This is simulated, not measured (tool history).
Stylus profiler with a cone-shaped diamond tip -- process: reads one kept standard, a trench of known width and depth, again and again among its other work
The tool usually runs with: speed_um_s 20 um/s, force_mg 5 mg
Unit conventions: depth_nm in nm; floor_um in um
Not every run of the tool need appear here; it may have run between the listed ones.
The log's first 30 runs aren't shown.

run	day	speed_um_s	force_mg	depth_nm	floor_um
31	125.812	19	14.31	211.98	47.47
32	130.396	32	4.71	206.93	47.27
# day 131.296: height scale calibrated on a step standard
33	133.45	24	5	205.27	47.32
34	135.983	30	13.41	210.1	47.4
35	140.625	25	9.11	207.89	47.33
36	146.1	20	8.52	207.69	47.34
37	148.496	20	8.52	207.9	47.33
38	151.429	20	9.89	208.59	47.34
39	155.621	20	9.89	208.49	47.33
40	159.471	20	9.89	208.58	47.36
41	164.196	9	5	205.78	47.33

Alternative continuations, all from the tool just after run 41; predict every row:
# day 166.462: new tip fitted, height scale calibrated
A	170.054	14	2.3	?	?
# day 166.462: new tip fitted, height scale calibrated
B	170.054	18	14.05	?	?
# day 166.462: new tip fitted, height scale calibrated
C	170.054	23	3.45	?	?
# day 166.462: new tip fitted, height scale calibrated
D	170.054	34	3.19	?	?

run	depth_nm	floor_um
A	203	47.95
B	210.38	47.94
C	204.03	47.91
D	203.81	47.83
With the hidden condition removed and each run's random variation left untouched, the same runs would have given:
run	depth_nm	floor_um
A	202.95	47.94
B	210.33	47.93
C	203.99	47.91
D	203.77	47.82
